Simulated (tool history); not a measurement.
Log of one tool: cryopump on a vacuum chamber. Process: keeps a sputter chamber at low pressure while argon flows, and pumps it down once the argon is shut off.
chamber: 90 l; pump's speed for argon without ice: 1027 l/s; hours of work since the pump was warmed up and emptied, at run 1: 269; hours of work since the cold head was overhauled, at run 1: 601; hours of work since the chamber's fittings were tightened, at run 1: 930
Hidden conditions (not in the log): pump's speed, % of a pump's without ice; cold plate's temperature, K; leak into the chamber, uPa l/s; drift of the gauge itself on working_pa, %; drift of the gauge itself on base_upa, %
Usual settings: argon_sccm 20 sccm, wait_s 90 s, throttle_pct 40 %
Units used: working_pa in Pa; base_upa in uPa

run   hour  argon_sccm  wait_s  throttle_pct  hours of work since the pump was warmed up and emptied  hours of work since the cold head was overhauled  hours of work since the chamber's fittings were tightened  working_pa  base_upa
  1    0.0          20      90            40                                                     269                                               601                                                        930      0.0929      2.27
  2   27.6          20      90            40                                                     290                                               622                                                        951      0.0940      2.32
  3   56.5          20      90            40                                                     312                                               643                                                        973      0.0954      2.30
      77.4  -- pump warmed up, emptied and cooled again
  4   86.0          20      90            40                                                       6                                               662                                                        991      0.0830      2.02
  5  106.7          20      90            40                                                      22                                               678                                                       1007      0.0841      2.02
  6  137.3          20      90            40                                                      45                                               701                                                       1030      0.0852      2.12
  7  158.2          20      90            40                                                      61                                               716                                                       1046      0.0853      2.05
  8  176.1          11      90            40                                                      74                                               730                                                       1059      0.0471      2.12
  9  204.9          11      90            40                                                      96                                               752                                                       1081      0.0478      2.11
 10  228.4          11      90            40                                                     114                                               769                                                       1099      0.0474      2.20
 11  251.3          20      90            36                                                     131                                               787                                                       1116      0.0958      2.24
 12  269.4          20      90            36                                                     145                                               800                                                       1130      0.0964      2.20
 13  295.6          20      90            36                                                     164                                               820                                                       1149      0.0972      2.22
 14  316.1           9      20            51                                                     180                                               835                                                       1165      0.0325      5.44
 15  330.8          30      94            51                                                     191                                               846                                                       1176      0.1070      2.29
 16  345.9          30      94            51                                                     202                                               858                                                       1187      0.1093      2.32
 17  370.9          30      94            51                                                     221                                               877                                                       1206      0.1102      2.41
 18  386.8          20      21            40                                                     233                                               889                                                       1218      0.0918      5.31
 19  403.5          25      90            56                                                     246                                               901                                                       1231      0.0862      2.54
 20  417.0          23     295            56                                                     256                                               911                                                       1241      0.0785      1.96
 21  444.6          20     111            22                                                     277                                               932                                                       1262      0.1616      2.39
 22  464.1          20      63            40                                                     291                                               947                                                       1276      0.0951      3.00
 23  479.5          20      65            28                                                     303                                               959                                                       1288      0.1310      3.00

Below are 5 alternative next runs, each starting from the tool's condition after run 23. Predict each:
     512.2  -- pump warmed up, emptied and cooled again
  A  513.9          20      21            26                                                       1                                               981                                                       1310           ?         ?
     512.2  -- pump warmed up, emptied and cooled again
  B  513.9          27     287            23                                                       1                                               981                                                       1310           ?         ?
     512.2  -- pump warmed up, emptied and cooled again
  C  513.9          12      90            31                                                       1                                               981                                                       1310           ?         ?
     512.2  -- pump warmed up, emptied and cooled again
  D  513.9          20     145            55                                                       1                                               981                                                       1310           ?         ?
     512.2  -- pump warmed up, emptied and cooled again
  E  513.9          12      66            29                                                       1                                               981                                                       1310           ?         ?

run  working_pa  base_upa
  A      0.1271      5.01
  B      0.1940      1.62
  C      0.0634      2.17
  D      0.0602      1.89
  E      0.0671      2.50
Without the tool's hidden state the same runs would have given:
run  working_pa  base_upa
  A      0.1267      4.01
  B      0.1934      0.61
  C      0.0632      1.17
  D      0.0598      0.86
  E      0.0668      1.49
